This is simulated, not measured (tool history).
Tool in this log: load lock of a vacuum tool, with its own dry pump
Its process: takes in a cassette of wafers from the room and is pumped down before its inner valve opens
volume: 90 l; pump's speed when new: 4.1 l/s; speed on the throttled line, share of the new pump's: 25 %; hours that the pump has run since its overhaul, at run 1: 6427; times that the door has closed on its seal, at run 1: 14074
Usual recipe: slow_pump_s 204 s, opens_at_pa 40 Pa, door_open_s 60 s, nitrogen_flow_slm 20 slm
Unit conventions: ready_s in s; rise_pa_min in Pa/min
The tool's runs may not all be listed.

run    hour  slow_pump_s  opens_at_pa  door_open_s  nitrogen_flow_slm  hours that the pump has run since its overhaul  times that the door has closed on its seal  incoming humidity of the room's air, %  ready_s  rise_pa_min
  1       0          204           40           60                 20                                            6427                                       14074                                      42    324.2        0.019
  2   272.7          204           40           60                 20                                            6700                                       14733                                      46    325.1        0.021
  3   501.6          204           40           60                 20                                            6929                                       15287                                    43.1    326.5        0.021
  4   762.7          204           40           60                 20                                            7190                                       15918                                    42.6    325.5        0.018
  5  1043.3          204           56           60                 20                                            7470                                       16597                                    43.6    318.5        0.015
  6    1187          204           40           60                 20                                            7614                                       16944                                    44.6    327.1        0.025
  7  1484.7          204           40           60                 20                                            7912                                       17664                                    43.9      324        0.022
  8  1642.6          204           40           60                 20                                            8070                                       18045                                    47.8    324.1         0.02
  9  1874.3          333           31           32                  6                                            8301                                       18605                                    45.8    430.4        0.022
 10  2113.6          333           29          177                 24                                            8541                                       19184                                      44    431.8        0.033
 11  2356.4          333           29          177                 24                                            8783                                       19771                                    43.2    427.3        0.034

Branching from run 11: 3 alternative next runs. What would each branch give?
  A  2577.5          126           38          140                 24                                            9004                                       20306                                    44.9        ?            ?
  B  2577.5          333           49          177                 24                                            9004                                       20306                                      43        ?            ?
  C  2577.5          256           40          183                 20                                            9004                                       20306                                    46.9        ?            ?

run  ready_s  rise_pa_min
  A    268.4        0.025
  B    420.1        0.029
  C      362         0.04
Take away the tool's hidden state, keep each run's random variation, and the runs would have read:
run  ready_s  rise_pa_min
  A    268.3        0.024
  B      420        0.029
  C    361.9        0.039
